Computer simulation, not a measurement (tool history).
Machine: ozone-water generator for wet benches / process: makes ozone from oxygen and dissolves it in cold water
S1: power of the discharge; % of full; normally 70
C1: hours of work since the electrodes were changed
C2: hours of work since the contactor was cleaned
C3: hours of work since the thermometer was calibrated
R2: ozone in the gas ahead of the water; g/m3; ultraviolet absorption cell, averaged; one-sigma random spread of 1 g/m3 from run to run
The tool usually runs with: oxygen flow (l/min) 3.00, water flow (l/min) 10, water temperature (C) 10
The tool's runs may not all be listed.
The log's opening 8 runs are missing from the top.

{"run": 9, "day": 51.938, "S1": 70, "oxygen flow (l/min)": 3.0, "water flow (l/min)": 10, "water temperature (C)": 14, "C1": 5146, "C2": 892, "C3": 1320, "dissolved ozone (ppm)": 20.7, "R2": 182.2}
{"run": 10, "day": 60.304, "S1": 70, "oxygen flow (l/min)": 3.0, "water flow (l/min)": 10, "water temperature (C)": 10, "C1": 5310, "C2": 1056, "C3": 1483, "dissolved ozone (ppm)": 21.7, "R2": 179.6}
{"run": 11, "day": 65.354, "S1": 70, "oxygen flow (l/min)": 3.0, "water flow (l/min)": 10, "water temperature (C)": 10, "C1": 5409, "C2": 1155, "C3": 1582, "dissolved ozone (ppm)": 21.8, "R2": 181.2}
{"run": 12, "day": 72.296, "S1": 70, "oxygen flow (l/min)": 3.0, "water flow (l/min)": 10, "water temperature (C)": 6, "C1": 5545, "C2": 1291, "C3": 1719, "dissolved ozone (ppm)": 23.3, "R2": 179.5}
{"run": 13, "day": 76.538, "S1": 70, "oxygen flow (l/min)": 3.0, "water flow (l/min)": 10, "water temperature (C)": 6, "C1": 5628, "C2": 1374, "C3": 1802, "dissolved ozone (ppm)": 22.9, "R2": 180.3}
{"run": 14, "day": 82.342, "S1": 70, "oxygen flow (l/min)": 3.0, "water flow (l/min)": 10, "water temperature (C)": 6, "C1": 5742, "C2": 1488, "C3": 1915, "dissolved ozone (ppm)": 23.0, "R2": 181.0}
{"run": 15, "day": 90.296, "S1": 70, "oxygen flow (l/min)": 3.0, "water flow (l/min)": 10, "water temperature (C)": 6, "C1": 5898, "C2": 1644, "C3": 2071, "dissolved ozone (ppm)": 23.2, "R2": 179.5}
{"run": 16, "day": 98.55, "S1": 70, "oxygen flow (l/min)": 3.0, "water flow (l/min)": 10, "water temperature (C)": 6, "C1": 6059, "C2": 1806, "C3": 2233, "dissolved ozone (ppm)": 23.4, "R2": 180.1}
{"run": 17, "day": 102.346, "S1": 41, "oxygen flow (l/min)": 3.0, "water flow (l/min)": 8, "water temperature (C)": 13, "C1": 6134, "C2": 1880, "C3": 2308, "dissolved ozone (ppm)": 18.0, "R2": 126.9}
{"run": 18, "day": 110.479, "S1": 54, "oxygen flow (l/min)": 3.04, "water flow (l/min)": 10, "water temperature (C)": 10, "C1": 6293, "C2": 2040, "C3": 2467, "dissolved ozone (ppm)": 18.6, "R2": 151.2}
{"run": 19, "day": 116.775, "S1": 54, "oxygen flow (l/min)": 3.04, "water flow (l/min)": 7, "water temperature (C)": 10, "C1": 6417, "C2": 2163, "C3": 2590, "dissolved ozone (ppm)": 25.2, "R2": 150.1}
{"run": 20, "day": 124.212, "S1": 65, "oxygen flow (l/min)": 3.04, "water flow (l/min)": 7, "water temperature (C)": 10, "C1": 6562, "C2": 2309, "C3": 2736, "dissolved ozone (ppm)": 28.5, "R2": 171.0}
{"run": 21, "day": 131.471, "S1": 70, "oxygen flow (l/min)": 3.12, "water flow (l/min)": 15, "water temperature (C)": 10, "C1": 6705, "C2": 2451, "C3": 2878, "dissolved ozone (ppm)": 14.8, "R2": 176.1}
{"run": 22, "day": 136.054, "S1": 70, "oxygen flow (l/min)": 3.27, "water flow (l/min)": 15, "water temperature (C)": 10, "C1": 6795, "C2": 2541, "C3": 2968, "dissolved ozone (ppm)": 15.1, "R2": 175.1}
{"run": 23, "day": 142.379, "S1": 70, "oxygen flow (l/min)": 3.27, "water flow (l/min)": 15, "water temperature (C)": 10, "C1": 6919, "C2": 2665, "C3": 3092, "dissolved ozone (ppm)": 14.9, "R2": 172.6}
{"day": 144.617, "done": "water thermometer calibrated"}
{"run": 24, "day": 147.842, "S1": 70, "oxygen flow (l/min)": 3.27, "water flow (l/min)": 15, "water temperature (C)": 10, "C1": 7025, "C2": 2771, "C3": 63, "dissolved ozone (ppm)": 14.9, "R2": 171.8}
{"run": 25, "day": 155.804, "S1": 45, "oxygen flow (l/min)": 3.27, "water flow (l/min)": 15, "water temperature (C)": 10, "C1": 7181, "C2": 2928, "C3": 219, "dissolved ozone (ppm)": 11.1, "R2": 130.7}
{"run": 26, "day": 163.779, "S1": 53, "oxygen flow (l/min)": 1.67, "water flow (l/min)": 14, "water temperature (C)": 10, "C1": 7338, "C2": 3084, "C3": 376, "dissolved ozone (ppm)": 11.0, "R2": 187.8}
{"run": 27, "day": 171.775, "S1": 53, "oxygen flow (l/min)": 4.01, "water flow (l/min)": 15, "water temperature (C)": 10, "C1": 7494, "C2": 3241, "C3": 532, "dissolved ozone (ppm)": 12.9, "R2": 133.4}
{"run": 28, "day": 175.2, "S1": 53, "oxygen flow (l/min)": 4.01, "water flow (l/min)": 15, "water temperature (C)": 10, "C1": 7562, "C2": 3308, "C3": 599, "dissolved ozone (ppm)": 13.2, "R2": 130.9}
{"run": 29, "day": 179.329, "S1": 53, "oxygen flow (l/min)": 4.01, "water flow (l/min)": 15, "water temperature (C)": 10, "C1": 7642, "C2": 3389, "C3": 680, "dissolved ozone (ppm)": 13.2, "R2": 132.9}
{"day": 186.025, "done": "gauge calibrated"}
{"run": 30, "day": 187.733, "S1": 63, "oxygen flow (l/min)": 3.0, "water flow (l/min)": 13, "water temperature (C)": 10, "C1": 7807, "C2": 3553, "C3": 845, "dissolved ozone (ppm)": 15.8, "R2": 170.6}

Branching from run 30: 3 alternative next runs. What would each branch give?
{"run": "A", "day": 192.708, "S1": 50, "oxygen flow (l/min)": 3.0, "water flow (l/min)": 13, "water temperature (C)": 10, "C1": 7905, "C2": 3651, "C3": 943, "dissolved ozone (ppm)": "?", "R2": "?"}
{"run": "B", "day": 192.708, "S1": 63, "oxygen flow (l/min)": 3.0, "water flow (l/min)": 7, "water temperature (C)": 10, "C1": 7905, "C2": 3651, "C3": 943, "dissolved ozone (ppm)": "?", "R2": "?"}
{"run": "C", "day": 192.708, "S1": 63, "oxygen flow (l/min)": 5.12, "water flow (l/min)": 13, "water temperature (C)": 10, "C1": 7905, "C2": 3651, "C3": 943, "dissolved ozone (ppm)": "?", "R2": "?"}

run=A dissolved_ozone_(ppm)=13.4 R2=146.3
run=B dissolved_ozone_(ppm)=27.6 R2=169.2
run=C dissolved_ozone_(ppm)=17.3 R2=138.0
Had the tool no hidden state, the same runs would have come out as:
run=A dissolved_ozone_(ppm)=13.4 R2=146.8
run=B dissolved_ozone_(ppm)=27.7 R2=169.9
run=C dissolved_ozone_(ppm)=17.4 R2=138.5

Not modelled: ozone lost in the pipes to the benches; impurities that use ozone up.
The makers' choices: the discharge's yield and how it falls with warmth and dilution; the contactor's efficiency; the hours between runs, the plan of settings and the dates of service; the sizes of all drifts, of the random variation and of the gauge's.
